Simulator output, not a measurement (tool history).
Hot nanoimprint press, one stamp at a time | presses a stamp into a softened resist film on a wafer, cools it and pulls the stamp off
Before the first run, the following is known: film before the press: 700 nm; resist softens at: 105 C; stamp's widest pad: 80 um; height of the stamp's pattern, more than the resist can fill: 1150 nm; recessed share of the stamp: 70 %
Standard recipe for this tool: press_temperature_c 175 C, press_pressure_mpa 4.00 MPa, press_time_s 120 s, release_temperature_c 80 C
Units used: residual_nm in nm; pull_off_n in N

run 1 hour=0.0 | press_temperature_c=175 press_pressure_mpa=4.00 press_time_s=120 release_temperature_c=80 | residual_nm=373.2 pull_off_n=156
run 2 hour=44.5 | press_temperature_c=175 press_pressure_mpa=4.00 press_time_s=120 release_temperature_c=80 | residual_nm=374.6 pull_off_n=153
run 3 hour=89.2 | press_temperature_c=175 press_pressure_mpa=4.00 press_time_s=120 release_temperature_c=80 | residual_nm=374.1 pull_off_n=154
-- hour=130.0 press's hydraulic seals changed and the load cell set to zero
run 4 hour=137.2 | press_temperature_c=175 press_pressure_mpa=2.57 press_time_s=120 release_temperature_c=80 | residual_nm=447.7 pull_off_n=155
-- hour=158.3 plate thermocouple calibrated
run 5 hour=183.9 | press_temperature_c=175 press_pressure_mpa=4.00 press_time_s=120 release_temperature_c=80 | residual_nm=373.2 pull_off_n=154
run 6 hour=224.5 | press_temperature_c=175 press_pressure_mpa=4.00 press_time_s=120 release_temperature_c=80 | residual_nm=373.2 pull_off_n=152
run 7 hour=292.7 | press_temperature_c=175 press_pressure_mpa=4.00 press_time_s=120 release_temperature_c=80 | residual_nm=375.0 pull_off_n=154
-- hour=308.7 stamp cleaned and given a new release coat
run 8 hour=336.4 | press_temperature_c=175 press_pressure_mpa=4.00 press_time_s=120 release_temperature_c=80 | residual_nm=373.4 pull_off_n=152
run 9 hour=383.7 | press_temperature_c=186 press_pressure_mpa=4.00 press_time_s=120 release_temperature_c=80 | residual_nm=245.6 pull_off_n=154
run 10 hour=427.4 | press_temperature_c=186 press_pressure_mpa=4.00 press_time_s=120 release_temperature_c=80 | residual_nm=246.4 pull_off_n=156
run 11 hour=460.0 | press_temperature_c=175 press_pressure_mpa=4.00 press_time_s=120 release_temperature_c=84 | residual_nm=374.2 pull_off_n=139
run 12 hour=496.5 | press_temperature_c=175 press_pressure_mpa=4.00 press_time_s=120 release_temperature_c=84 | residual_nm=373.2 pull_off_n=146
run 13 hour=549.9 | press_temperature_c=175 press_pressure_mpa=4.00 press_time_s=120 release_temperature_c=84 | residual_nm=373.5 pull_off_n=143
run 14 hour=596.4 | press_temperature_c=175 press_pressure_mpa=4.00 press_time_s=120 release_temperature_c=84 | residual_nm=375.2 pull_off_n=144
run 15 hour=665.4 | press_temperature_c=175 press_pressure_mpa=4.00 press_time_s=64 release_temperature_c=84 | residual_nm=452.4 pull_off_n=142
-- hour=723.7 plate thermocouple calibrated
run 16 hour=729.6 | press_temperature_c=175 press_pressure_mpa=4.00 press_time_s=64 release_temperature_c=84 | residual_nm=452.6 pull_off_n=145
-- hour=790.8 stamp cleaned and given a new release coat
run 17 hour=802.6 | press_temperature_c=163 press_pressure_mpa=4.00 press_time_s=64 release_temperature_c=66 | residual_nm=607.9 pull_off_n=186

The next listed run, before its measurement:
run 18 hour=859.1 | press_temperature_c=175 press_pressure_mpa=3.42 press_time_s=113 release_temperature_c=80 | residual_nm=? pull_off_n=?

{"run 18": {"residual_nm": 408.0, "pull_off_n": 151}}
If the tool had no hidden condition, the same run with the same run-to-run variation would have returned residual_nm 407.8 nm, pull_off_n 151 N.

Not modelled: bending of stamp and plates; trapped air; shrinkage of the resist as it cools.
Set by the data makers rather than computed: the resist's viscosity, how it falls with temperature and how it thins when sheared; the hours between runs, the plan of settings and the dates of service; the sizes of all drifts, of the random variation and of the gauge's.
